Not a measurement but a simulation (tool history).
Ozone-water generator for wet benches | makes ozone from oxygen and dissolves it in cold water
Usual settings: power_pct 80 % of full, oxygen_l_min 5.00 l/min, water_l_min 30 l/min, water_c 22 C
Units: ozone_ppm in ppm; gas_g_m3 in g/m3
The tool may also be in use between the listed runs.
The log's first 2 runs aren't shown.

run   hour  power_pct  oxygen_l_min  water_l_min  water_c  ozone_ppm  gas_g_m3
  3   55.0         80          5.00           30       22       11.5     177.1
  4   76.3         80          5.00           30       22       11.7     178.5
  5  101.7         80          5.00           30       22       11.6     178.1
  6  148.4         80          4.04           30       22       10.8     193.7
  7  174.1         80          4.04           30       22       11.0     193.2
  8  194.6         80          4.77           30       22       11.2     181.5
  9  215.9         80          5.00           19       22       17.0     177.0
 10  242.0         80          5.00           30       22       11.4     176.2
 11  279.8         80          5.00           30       22       11.6     177.6
 12  308.4         80          5.00           30       22       11.6     179.4
 13  354.1         80          5.00           30       15       12.4     177.4
 14  385.3         80          5.00           30       15       12.4     177.9
 15  406.7         80          2.82           30       22        9.6     221.4
 16  446.1         80          5.00           30       22       11.4     178.5
 17  476.2         80          4.21           30       19       11.5     192.3
 18  508.9         80          4.21           30       19       11.2     190.3
     525.6  -- water thermometer calibrated
 19  540.5         80          4.21           30       19       11.4     188.8

The next listed run, before its measurement:
 20  565.2         80          3.00           30       28          ?         ?

Run 20 gave ozone_ppm 9.3 ppm, gas_g_m3 217.9 g/m3.
Without the tool's hidden state the same run would have given ozone_ppm 9.3 ppm, gas_g_m3 217.9 g/m3.
